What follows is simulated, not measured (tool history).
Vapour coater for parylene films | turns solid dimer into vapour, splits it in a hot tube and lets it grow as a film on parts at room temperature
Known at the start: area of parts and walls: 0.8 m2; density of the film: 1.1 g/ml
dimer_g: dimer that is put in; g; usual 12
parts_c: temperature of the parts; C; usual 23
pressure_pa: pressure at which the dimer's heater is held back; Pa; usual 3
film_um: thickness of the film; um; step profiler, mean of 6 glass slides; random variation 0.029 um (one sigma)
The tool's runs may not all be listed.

| run | hour | dimer_g | parts_c | pressure_pa | film_um |
|---|---|---|---|---|---|
| 1 | 0 | 12 | 23 | 3 | 11.58 |
| 2 | 11.8 | 12 | 23 | 3 | 11.66 |
| 3 | 29.2 | 12 | 23 | 3 | 11.62 |
| 4 | 50.2 | 12 | 23 | 3 | 11.59 |
| 5 | 68.6 | 12 | 23 | 11.49 | 9.09 |
| 6 | 80.6 | 12 | 23 | 11.49 | 9.09 |
| 7 | 94.4 | 12 | 23 | 11.49 | 9.11 |
| 8 | 106.2 | 12 | 23 | 11.49 | 9.11 |
| 9 | 117.2 | 12 | 23 | 11.49 | 9.08 |
| 10 | 134.7 | 12 | 23 | 11.49 | 9.05 |
| 11 | 151.3 | 12 | 23 | 11.49 | 9.07 |
| 12 | 163.4 | 12 | 23 | 11.49 | 9.1 |
| 13 | 176.6 | 12 | 23 | 11.49 | 9.06 |
| 14 | 194.9 | 12 | 23 | 11.49 | 9.07 |
| 15 | 213.9 | 12 | 23 | 3 | 11.54 |
| 16 | 227.5 | 12 | 28 | 3 | 10.14 |
| 17 | 237.3 | 12 | 28 | 3 | 10.13 |
|  | 246 | trap's valve overhauled |
| 18 | 257.3 | 12 | 28 | 3 | 10.17 |
| 19 | 268.8 | 12 | 23 | 3 | 11.56 |
| 20 | 280.7 | 12 | 23 | 3 | 11.55 |
| 21 | 301.5 | 12 | 23 | 3 | 11.46 |
| 22 | 320.4 | 12 | 23 | 3 | 11.49 |
| 23 | 340.1 | 12 | 23 | 3 | 11.5 |
| 24 | 356.7 | 6 | 33 | 2.29 | 4.67 |
| 25 | 377.2 | 8 | 28 | 2.69 | 6.86 |
| 26 | 391.3 | 12 | 15 | 6.18 | 12.28 |
| 27 | 405.5 | 6 | 23 | 3.66 | 5.54 |
| 28 | 416.8 | 13 | 34 | 3 | 9.42 |
| 29 | 426.4 | 13 | 34 | 3 | 9.42 |
| 30 | 441.8 | 12 | 25 | 3 | 10.85 |
| 31 | 454.9 | 12 | 25 | 3 | 10.82 |
| 32 | 469.4 | 12 | 25 | 3 | 10.82 |
| 33 | 481.5 | 7 | 25 | 3 | 6.35 |
| 34 | 495.5 | 10 | 18 | 3 | 10.78 |
| 35 | 511.8 | 10 | 18 | 3 | 10.78 |
|  | 517.8 | gauge calibrated |
| 36 | 526.5 | 10 | 18 | 3 | 11.06 |
| 37 | 540.4 | 21 | 17 | 3.45 | 23.08 |
| 38 | 560.1 | 6 | 23 | 3 | 5.81 |
| 39 | 575.6 | 19 | 28 | 8.38 | 13.49 |
| 40 | 595.7 | 19 | 28 | 8.38 | 13.46 |
| 41 | 616.5 | 19 | 28 | 8.38 | 13.46 |
| 42 | 625.5 | 20 | 33 | 6.24 | 13.21 |
| 43 | 645.5 | 12 | 32 | 3 | 9.21 |
| 44 | 664.6 | 10 | 18 | 6.56 | 9.49 |
|  | 669.6 | trap's valve overhauled |
| 45 | 689 | 11 | 18 | 6.56 | 10.43 |
| 46 | 705.4 | 10 | 23 | 2.31 | 10.11 |

The same runs without the tool's hidden state, with the same run-to-run variation:
The hidden state here: vapour lost through the trap's worn valve, %; true temperature of the parts over the reading, C; drift of the gauge itself on film_um, %.
| run | film_um |
|---|---|
| 1 | 11.59 |
| 2 | 11.67 |
| 3 | 11.64 |
| 4 | 11.62 |
| 5 | 9.12 |
| 6 | 9.13 |
| 7 | 9.15 |
| 8 | 9.16 |
| 9 | 9.13 |
| 10 | 9.11 |
| 11 | 9.14 |
| 12 | 9.18 |
| 13 | 9.14 |
| 14 | 9.16 |
| 15 | 11.66 |
| 16 | 10.25 |
| 17 | 10.24 |
| 18 | 10.27 |
| 19 | 11.68 |
| 20 | 11.68 |
| 21 | 11.6 |
| 22 | 11.64 |
| 23 | 11.65 |
| 24 | 4.73 |
| 25 | 6.97 |
| 26 | 12.48 |
| 27 | 5.63 |
| 28 | 9.58 |
| 29 | 9.59 |
| 30 | 11.05 |
| 31 | 11.03 |
| 32 | 11.04 |
| 33 | 6.48 |
| 34 | 11 |
| 35 | 11.01 |
| 36 | 11.07 |
| 37 | 23.11 |
| 38 | 5.82 |
| 39 | 13.53 |
| 40 | 13.51 |
| 41 | 13.52 |
| 42 | 13.28 |
| 43 | 9.26 |
| 44 | 9.56 |
| 45 | 10.5 |
| 46 | 10.17 |
